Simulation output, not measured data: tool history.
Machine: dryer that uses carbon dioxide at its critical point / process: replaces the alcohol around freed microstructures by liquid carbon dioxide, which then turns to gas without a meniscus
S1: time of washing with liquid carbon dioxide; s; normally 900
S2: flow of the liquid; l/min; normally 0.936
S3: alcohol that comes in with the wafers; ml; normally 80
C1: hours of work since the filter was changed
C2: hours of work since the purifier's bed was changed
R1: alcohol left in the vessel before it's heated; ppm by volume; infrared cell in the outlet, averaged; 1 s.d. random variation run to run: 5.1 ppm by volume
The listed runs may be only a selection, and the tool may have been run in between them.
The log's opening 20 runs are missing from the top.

run     day    S1     S2   S3   C1   C2    R1
 21  23.108   600  1.073   72  220  596   442
 22    24.4   900  0.936   39  231  607   131
 23  25.767   780  1.314   80  243  618   123
 24  26.554   600  0.635   80  249  625  2623
 25  27.271   600  0.635   80  255  631  2609
 26  28.867   780  1.154   96  269  645   176
 27  29.579   780  1.154   96  275  651   178
 28  31.104   900  0.592   76  288  664   938
 29  32.329   900  0.629  115  299  674  1117
 30  33.217  1140  1.204   46  306  682   107
 31  34.721   900  0.639   92  319  695   863
 32    35.6   960  1.255   42  326  702   103
 33  37.025   960  1.255   42  339  714   101
 34  38.338  1080  1.439   94  350  726   112
 35   39.75  1080  1.439   94  362  738   110
 36  41.229   660  1.439   94  375  750   183
 37  42.762   660  1.439   94  388  763   192
 38  43.529   660  1.439   94  394  770   191
 39  44.854   660  1.439   94  405  781   192

Below are 5 alternative next runs, each starting from the tool's condition after run 39. Predict each:
  A  46.15  840  0.936  45  417  792   ?
  B  46.15  720  1.439  94  417  792   ?
  C  46.15  660  1.439  40  417  792   ?
  D  46.15  900   1.11  80  417  792   ?
  E  46.15  900  0.941  21  417  792   ?

run   R1
  A  223
  B  152
  C  155
  D  163
  E  144
Stripped of hidden state, with their random variation kept, the same runs would have yielded:
run  R1
  A  60
  B  19
  C  24
  D  25
  E  13

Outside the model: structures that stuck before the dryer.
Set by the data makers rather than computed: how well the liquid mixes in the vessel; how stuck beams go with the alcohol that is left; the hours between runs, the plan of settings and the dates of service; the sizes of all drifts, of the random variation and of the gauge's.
